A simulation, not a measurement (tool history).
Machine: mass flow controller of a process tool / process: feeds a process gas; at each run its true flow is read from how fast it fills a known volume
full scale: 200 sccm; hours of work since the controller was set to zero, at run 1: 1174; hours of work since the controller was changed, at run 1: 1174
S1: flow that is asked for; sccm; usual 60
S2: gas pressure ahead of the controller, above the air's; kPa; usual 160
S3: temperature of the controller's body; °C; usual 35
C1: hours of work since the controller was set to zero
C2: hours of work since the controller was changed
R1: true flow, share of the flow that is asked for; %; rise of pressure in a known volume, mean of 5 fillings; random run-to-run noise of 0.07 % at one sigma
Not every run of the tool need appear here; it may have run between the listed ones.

Run 1, hour 0: usual settings; C1 1174; C2 1174. Result: R1 96.75 %.
Run 2, hour 74.9: usual settings; C1 1223; C2 1223. Result: R1 96.68 %.
Run 3, hour 177.9: usual settings; C1 1290; C2 1290. Result: R1 96.56 %.
Run 4, hour 249.7: usual settings; C1 1337; C2 1337. Result: R1 96.69 %.
Run 5, hour 319.2: usual settings but S3 23 °C; C1 1383; C2 1383. Result: R1 97.85 %.
Run 6, hour 406.5: usual settings; C1 1440; C2 1440. Result: R1 96.62 %.
Run 7, hour 462.7: usual settings; C1 1477; C2 1477. Result: R1 96.66 %.
Run 8, hour 505.3: usual settings but S1 35 sccm; C1 1505; C2 1505. Result: R1 95.77 %.
Run 9, hour 606: usual settings but S1 177 sccm; C1 1571; C2 1571. Result: R1 98.71 %.
Run 10, hour 654.5: usual settings but S1 177 sccm; C1 1603; C2 1603. Result: R1 98.92 %.
Run 11, hour 750.6: usual settings; C1 1666; C2 1666. Result: R1 96.53 %.
Run 12, hour 849.3: usual settings; C1 1731; C2 1731. Result: R1 96.51 %.
Run 13, hour 951.1: usual settings; C1 1798; C2 1798. Result: R1 96.61 %.
Run 14, hour 1024.9: usual settings; C1 1846; C2 1846. Result: R1 96.53 %.
Run 15, hour 1072.5: usual settings but S1 22 sccm; C1 1878; C2 1878. Result: R1 94.52 %.
Run 16, hour 1121.1: usual settings but S1 49 sccm; C1 1910; C2 1910. Result: R1 96.14 %.
At hour 1130.1: controller's zero set anew.
Run 17, hour 1203.6: usual settings but S1 49 sccm, S2 177 kPa; C1 48; C2 1963. Result: R1 96.03 %.
At hour 1309.3: controller's zero set anew, once more.
Run 18, hour 1309.3: usual settings but S1 33 sccm, S2 177 kPa, S3 39 °C; C1 0; C2 2033. Result: R1 96.82 %.
Run 19, hour 1406.3: usual settings but S1 33 sccm, S2 177 kPa, S3 39 °C; C1 64; C2 2096. Result: R1 96.67 %.
Run 20, hour 1502.1: usual settings but S2 227 kPa, S3 32 °C; C1 127; C2 2159. Result: R1 98.14 %.
Run 21, hour 1580.2: usual settings but S2 256 kPa; C1 178; C2 2210. Result: R1 98 %.
Run 22, hour 1626.3: usual settings but S1 80 sccm, S2 265 kPa; C1 208; C2 2241. Result: R1 98.33 %.
Run 23, hour 1688.8: usual settings but S1 43 sccm, S3 39 °C; C1 249; C2 2282. Result: R1 96.58 %.
Run 24, hour 1788.3: usual settings but S1 138 sccm, S3 39 °C; C1 315; C2 2347. Result: R1 98.26 %.
Run 25, hour 1887.4: usual settings but S1 33 sccm, S2 196 kPa, S3 28 °C; C1 380; C2 2412. Result: R1 97.74 %.
Run 26, hour 1987.8: usual settings but S1 30 sccm, S2 279 kPa, S3 28 °C; C1 445; C2 2478. Result: R1 97.93 %.
Run 27, hour 2083.7: usual settings but S1 30 sccm, S2 279 kPa, S3 28 °C; C1 508; C2 2541. Result: R1 98.08 %.
Run 28, hour 2179.5: usual settings but S1 36 sccm, S2 175 kPa, S3 25 °C; C1 571; C2 2604. Result: R1 97.99 %.

Branching from run 28: 3 alternative next runs. What would each branch give?
Run A, hour 2256.5: usual settings but S1 114 sccm, S2 271 kPa, S3 36 °C; C1 622; C2 2654. Result: R1 ?.
Run B, hour 2256.5: usual settings but S1 46 sccm, S2 179 kPa, S3 30 °C; C1 622; C2 2654. Result: R1 ?.
Run C, hour 2256.5: usual settings but S3 23 °C; C1 622; C2 2654. Result: R1 ?.

run     R1
  A  98.74
  B  97.63
  C  98.71
With the hidden condition removed and each run's random variation left untouched, the same runs would have given:
run     R1
  A  97.83
  B  96.96
  C  97.95
